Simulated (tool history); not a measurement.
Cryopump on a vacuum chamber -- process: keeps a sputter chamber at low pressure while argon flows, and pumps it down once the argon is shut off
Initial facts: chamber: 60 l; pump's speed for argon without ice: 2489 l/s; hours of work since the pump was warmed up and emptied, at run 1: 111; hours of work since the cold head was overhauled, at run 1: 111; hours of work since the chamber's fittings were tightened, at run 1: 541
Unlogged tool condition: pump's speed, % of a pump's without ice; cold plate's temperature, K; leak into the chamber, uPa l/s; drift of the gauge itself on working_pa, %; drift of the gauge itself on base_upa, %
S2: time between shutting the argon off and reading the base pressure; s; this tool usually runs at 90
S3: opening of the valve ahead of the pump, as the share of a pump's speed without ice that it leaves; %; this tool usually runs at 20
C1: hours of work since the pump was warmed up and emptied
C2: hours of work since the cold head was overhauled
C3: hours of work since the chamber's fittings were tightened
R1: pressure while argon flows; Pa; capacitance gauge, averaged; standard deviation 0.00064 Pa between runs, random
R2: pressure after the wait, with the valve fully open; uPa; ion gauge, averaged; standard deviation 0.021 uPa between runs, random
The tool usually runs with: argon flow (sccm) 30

{"run": 1, "day": 0.0, "argon flow (sccm)": 30, "S2": 90, "S3": 20, "C1": 111, "C2": 111, "C3": 541, "R1": 0.1038, "R2": 0.55}
{"run": 2, "day": 3.088, "argon flow (sccm)": 30, "S2": 90, "S3": 20, "C1": 162, "C2": 162, "C3": 593, "R1": 0.1069, "R2": 0.61}
{"run": 3, "day": 6.067, "argon flow (sccm)": 30, "S2": 90, "S3": 18, "C1": 212, "C2": 212, "C3": 643, "R1": 0.117, "R2": 0.59}
{"run": 4, "day": 8.942, "argon flow (sccm)": 30, "S2": 90, "S3": 18, "C1": 261, "C2": 261, "C3": 691, "R1": 0.1175, "R2": 0.62}
{"run": 5, "day": 12.588, "argon flow (sccm)": 30, "S2": 90, "S3": 18, "C1": 322, "C2": 322, "C3": 753, "R1": 0.1205, "R2": 0.66}
{"run": 6, "day": 16.929, "argon flow (sccm)": 30, "S2": 90, "S3": 18, "C1": 395, "C2": 395, "C3": 826, "R1": 0.1235, "R2": 0.77}
{"day": 20.025, "done": "pump warmed up, emptied and cooled again"}
{"run": 7, "day": 20.025, "argon flow (sccm)": 53, "S2": 90, "S3": 18, "C1": 0, "C2": 443, "C3": 874, "R1": 0.2015, "R2": 0.57}
{"run": 8, "day": 22.738, "argon flow (sccm)": 53, "S2": 90, "S3": 18, "C1": 46, "C2": 489, "C3": 920, "R1": 0.2008, "R2": 0.6}
{"run": 9, "day": 26.588, "argon flow (sccm)": 30, "S2": 90, "S3": 26, "C1": 110, "C2": 554, "C3": 984, "R1": 0.0806, "R2": 0.67}
{"run": 10, "day": 31.312, "argon flow (sccm)": 30, "S2": 90, "S3": 26, "C1": 190, "C2": 633, "C3": 1064, "R1": 0.0815, "R2": 0.78}
{"run": 11, "day": 34.308, "argon flow (sccm)": 30, "S2": 90, "S3": 20, "C1": 240, "C2": 683, "C3": 1114, "R1": 0.108, "R2": 0.82}
{"run": 12, "day": 38.617, "argon flow (sccm)": 30, "S2": 42, "S3": 20, "C1": 312, "C2": 755, "C3": 1186, "R1": 0.1083, "R2": 1.08}
{"run": 13, "day": 41.729, "argon flow (sccm)": 30, "S2": 42, "S3": 20, "C1": 364, "C2": 808, "C3": 1238, "R1": 0.1114, "R2": 1.15}
{"run": 14, "day": 45.733, "argon flow (sccm)": 30, "S2": 42, "S3": 20, "C1": 432, "C2": 875, "C3": 1306, "R1": 0.1133, "R2": 1.27}
{"day": 46.608, "done": "pump warmed up, emptied and cooled again"}
{"run": 15, "day": 48.508, "argon flow (sccm)": 30, "S2": 42, "S3": 20, "C1": 32, "C2": 918, "C3": 1349, "R1": 0.1016, "R2": 1.02}
{"day": 52.871, "done": "leaking fittings of the chamber tightened, without venting"}
{"run": 16, "day": 52.875, "argon flow (sccm)": 30, "S2": 42, "S3": 20, "C1": 104, "C2": 990, "C3": 0, "R1": 0.1036, "R2": 0.55}
{"run": 17, "day": 55.896, "argon flow (sccm)": 30, "S2": 42, "S3": 20, "C1": 155, "C2": 1041, "C3": 51, "R1": 0.1056, "R2": 0.58}
{"run": 18, "day": 58.992, "argon flow (sccm)": 30, "S2": 106, "S3": 29, "C1": 207, "C2": 1093, "C3": 103, "R1": 0.0744, "R2": 0.38}
{"run": 19, "day": 63.688, "argon flow (sccm)": 14, "S2": 45, "S3": 23, "C1": 285, "C2": 1172, "C3": 182, "R1": 0.0443, "R2": 0.64}
{"run": 20, "day": 65.733, "argon flow (sccm)": 13, "S2": 45, "S3": 17, "C1": 320, "C2": 1206, "C3": 216, "R1": 0.055, "R2": 0.66}
{"run": 21, "day": 70.088, "argon flow (sccm)": 13, "S2": 45, "S3": 17, "C1": 393, "C2": 1279, "C3": 289, "R1": 0.0557, "R2": 0.71}
{"run": 22, "day": 72.875, "argon flow (sccm)": 55, "S2": 38, "S3": 31, "C1": 440, "C2": 1326, "C3": 336, "R1": 0.1391, "R2": 0.85}
{"day": 73.446, "done": "pump warmed up, emptied and cooled again"}
{"run": 23, "day": 77.796, "argon flow (sccm)": 30, "S2": 90, "S3": 32, "C1": 73, "C2": 1405, "C3": 415, "R1": 0.0656, "R2": 0.49}
{"run": 24, "day": 82.133, "argon flow (sccm)": 30, "S2": 211, "S3": 20, "C1": 146, "C2": 1478, "C3": 488, "R1": 0.1054, "R2": 0.41}
{"run": 25, "day": 85.088, "argon flow (sccm)": 30, "S2": 211, "S3": 20, "C1": 195, "C2": 1527, "C3": 537, "R1": 0.1062, "R2": 0.48}
{"run": 26, "day": 87.25, "argon flow (sccm)": 30, "S2": 211, "S3": 23, "C1": 232, "C2": 1564, "C3": 574, "R1": 0.0931, "R2": 0.49}
{"run": 27, "day": 89.65, "argon flow (sccm)": 30, "S2": 235, "S3": 39, "C1": 272, "C2": 1604, "C3": 614, "R1": 0.0586, "R2": 0.51}
{"run": 28, "day": 93.912, "argon flow (sccm)": 19, "S2": 90, "S3": 21, "C1": 344, "C2": 1676, "C3": 686, "R1": 0.0667, "R2": 0.66}
{"run": 29, "day": 98.621, "argon flow (sccm)": 46, "S2": 214, "S3": 40, "C1": 423, "C2": 1755, "C3": 765, "R1": 0.0953, "R2": 0.65}
{"day": 100.242, "done": "pump warmed up, emptied and cooled again"}
{"run": 30, "day": 103.075, "argon flow (sccm)": 46, "S2": 214, "S3": 40, "C1": 48, "C2": 1826, "C3": 836, "R1": 0.0799, "R2": 0.54}
{"run": 31, "day": 107.312, "argon flow (sccm)": 27, "S2": 34, "S3": 28, "C1": 119, "C2": 1897, "C3": 907, "R1": 0.0685, "R2": 0.99}
{"run": 32, "day": 109.517, "argon flow (sccm)": 30, "S2": 25, "S3": 23, "C1": 156, "C2": 1934, "C3": 944, "R1": 0.0916, "R2": 1.19}
{"run": 33, "day": 114.154, "argon flow (sccm)": 37, "S2": 190, "S3": 16, "C1": 234, "C2": 2012, "C3": 1022, "R1": 0.1621, "R2": 0.65}

Below, each run's measurement less what the same run would have read without the hidden state. Both values contain the same run-to-run variation, but the gauge's scatter may not be the same in both:
run=1 R1=+0.0021 R2=+0.22
run=2 R1=+0.0032 R2=+0.25
run=3 R1=+0.0041 R2=+0.29
run=4 R1=+0.0053 R2=+0.31
run=5 R1=+0.0071 R2=+0.39
run=6 R1=+0.0094 R2=+0.46
run=7 R1=+0.0004 R2=+0.29
run=8 R1=+0.0017 R2=+0.32
run=9 R1=+0.0022 R2=+0.37
run=10 R1=+0.0040 R2=+0.45
run=11 R1=+0.0052 R2=+0.50
run=12 R1=+0.0072 R2=+0.55
run=13 R1=+0.0089 R2=+0.63
run=14 R1=+0.0111 R2=+0.73
run=15 R1=+0.0009 R2=+0.47
run=16 R1=+0.0020 R2=+0.03
run=17 R1=+0.0031 R2=+0.06
run=18 R1=+0.0043 R2=+0.08
run=19 R1=+0.0029 R2=+0.13
run=20 R1=+0.0030 R2=+0.15
run=21 R1=+0.0039 R2=+0.21
run=22 R1=+0.0198 R2=+0.25
run=23 R1=+0.0017 R2=+0.17
run=24 R1=+0.0031 R2=+0.21
run=25 R1=+0.0041 R2=+0.24
run=26 R1=+0.0048 R2=+0.27
run=27 R1=+0.0058 R2=+0.30
run=28 R1=+0.0051 R2=+0.36
run=29 R1=+0.0165 R2=+0.44
run=30 R1=+0.0021 R2=+0.31
run=31 R1=+0.0024 R2=+0.35
run=32 R1=+0.0035 R2=+0.37
run=33 R1=+0.0065 R2=+0.45

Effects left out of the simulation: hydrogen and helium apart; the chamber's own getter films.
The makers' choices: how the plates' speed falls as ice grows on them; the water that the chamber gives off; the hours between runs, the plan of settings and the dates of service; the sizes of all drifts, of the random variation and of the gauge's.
